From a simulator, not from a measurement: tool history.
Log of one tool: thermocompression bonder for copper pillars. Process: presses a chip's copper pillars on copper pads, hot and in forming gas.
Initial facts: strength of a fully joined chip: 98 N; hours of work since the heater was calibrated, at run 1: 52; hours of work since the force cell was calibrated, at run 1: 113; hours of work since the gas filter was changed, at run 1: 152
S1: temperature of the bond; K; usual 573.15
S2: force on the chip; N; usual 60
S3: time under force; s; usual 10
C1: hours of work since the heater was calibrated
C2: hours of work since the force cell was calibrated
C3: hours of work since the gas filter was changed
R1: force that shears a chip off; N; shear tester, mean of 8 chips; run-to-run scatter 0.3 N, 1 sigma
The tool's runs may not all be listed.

| run | hour | S1 | S2 | S3 | C1 | C2 | C3 | R1 |
|---|---|---|---|---|---|---|---|---|
| 1 | 0 | 573.15 | 60 | 10 | 52 | 113 | 152 | 60.9 |
| 2 | 6.6 | 573.15 | 60 | 10 | 56 | 116 | 155 | 61.9 |
| 3 | 12.8 | 573.15 | 60 | 10 | 60 | 120 | 159 | 61.2 |
| 4 | 18.5 | 573.15 | 60 | 8 | 63 | 123 | 162 | 57.3 |
| 5 | 24.3 | 573.15 | 70 | 10 | 66 | 127 | 166 | 67 |
| 6 | 32.1 | 573.15 | 70 | 10 | 71 | 131 | 170 | 66.9 |
| 7 | 39 | 573.15 | 60 | 10 | 75 | 135 | 174 | 61.2 |
| 8 | 47.8 | 573.15 | 60 | 10 | 80 | 140 | 179 | 60.9 |
| 9 | 53.8 | 601.15 | 60 | 10 | 83 | 144 | 183 | 70 |
| 10 | 58.9 | 601.15 | 60 | 10 | 86 | 147 | 186 | 70.2 |
| 11 | 68.5 | 573.15 | 60 | 10 | 92 | 152 | 191 | 60.3 |
| 12 | 76.8 | 573.15 | 60 | 10 | 97 | 157 | 196 | 60.4 |
| 13 | 84.3 | 573.15 | 60 | 10 | 101 | 161 | 200 | 60.5 |
| 14 | 89.8 | 573.15 | 60 | 10 | 104 | 164 | 203 | 60.3 |
| 15 | 97.4 | 573.15 | 60 | 10 | 109 | 169 | 208 | 59.7 |
| 16 | 105.1 | 573.15 | 60 | 10 | 113 | 173 | 212 | 59.5 |
| 17 | 110.9 | 573.15 | 60 | 10 | 116 | 177 | 216 | 59.3 |
| 18 | 119.5 | 573.15 | 60 | 10 | 121 | 182 | 221 | 59.2 |
| 19 | 126.5 | 573.15 | 60 | 10 | 125 | 186 | 225 | 59.6 |
| 20 | 136.2 | 573.15 | 60 | 10 | 131 | 191 | 230 | 59.3 |
| 21 | 145.7 | 544.15 | 61 | 7 | 137 | 197 | 236 | 43.2 |
| 22 | 150.8 | 544.15 | 61 | 8 | 140 | 200 | 239 | 45.1 |
|  | 153.4 | heater calibrated with a thermocouple chip |
| 23 | 162.5 | 575.15 | 84 | 8 | 5 | 205 | 244 | 69.2 |
| 24 | 168.1 | 578.15 | 60 | 12 | 8 | 209 | 248 | 62.7 |
| 25 | 173.7 | 589.15 | 60 | 14 | 12 | 212 | 251 | 69.4 |
|  | 176.6 | heater calibrated with a thermocouple chip, once more |
| 26 | 182.6 | 589.15 | 60 | 14 | 3 | 216 | 255 | 69.6 |
| 27 | 188.2 | 557.15 | 60 | 14 | 7 | 219 | 258 | 57.6 |
| 28 | 195.9 | 557.15 | 60 | 14 | 11 | 223 | 262 | 58 |
| 29 | 201.5 | 553.15 | 88 | 26 | 14 | 227 | 266 | 78.7 |
| 30 | 209.2 | 553.15 | 88 | 26 | 19 | 231 | 270 | 77.8 |
| 31 | 213.6 | 565.15 | 88 | 26 | 21 | 234 | 273 | 80.6 |
| 32 | 223.4 | 565.15 | 88 | 26 | 27 | 239 | 278 | 80 |
| 33 | 229.5 | 565.15 | 88 | 26 | 31 | 243 | 282 | 80.4 |
| 34 | 235 | 579.15 | 88 | 26 | 34 | 246 | 285 | 82.4 |
|  | 239 | forming gas filter changed |
| 35 | 245.2 | 547.15 | 87 | 26 | 39 | 252 | 4 | 85.7 |
| 36 | 253 | 581.15 | 60 | 13 | 44 | 256 | 8 | 74 |
| 37 | 261.5 | 577.15 | 60 | 20 | 49 | 261 | 13 | 79 |
| 38 | 266.3 | 573.15 | 57 | 23 | 52 | 264 | 16 | 77.3 |
| 39 | 272.3 | 589.15 | 49 | 22 | 55 | 267 | 19 | 76 |

Below, each run's measurement less what the same run would have read without the hidden state. Both values contain the same run-to-run variation, but the gauge's scatter may not be the same in both:
Hidden state at play: true temperature of the bond over the reading, C; force that reaches the chip, % of what is set; oxide that the forming gas leaves, % of the face; drift of the gauge itself on shear_n, %.
| run | R1 |
|---|---|
| 1 | -3.7 |
| 2 | -3.7 |
| 3 | -3.8 |
| 4 | -3.6 |
| 5 | -4.5 |
| 6 | -4.6 |
| 7 | -4.3 |
| 8 | -4.4 |
| 9 | -5.2 |
| 10 | -5.4 |
| 11 | -4.7 |
| 12 | -4.8 |
| 13 | -5 |
| 14 | -5 |
| 15 | -5.1 |
| 16 | -5.2 |
| 17 | -5.4 |
| 18 | -5.4 |
| 19 | -5.6 |
| 20 | -5.7 |
| 21 | -4.2 |
| 22 | -4.4 |
| 23 | -7.5 |
| 24 | -6.7 |
| 25 | -7.6 |
| 26 | -7.4 |
| 27 | -6 |
| 28 | -6.1 |
| 29 | -9 |
| 30 | -9.2 |
| 31 | -9.7 |
| 32 | -9.9 |
| 33 | -10 |
| 34 | -10.6 |
| 35 | +0.6 |
| 36 | +0.7 |
| 37 | +0.4 |
| 38 | +0.4 |
| 39 | +0.2 |
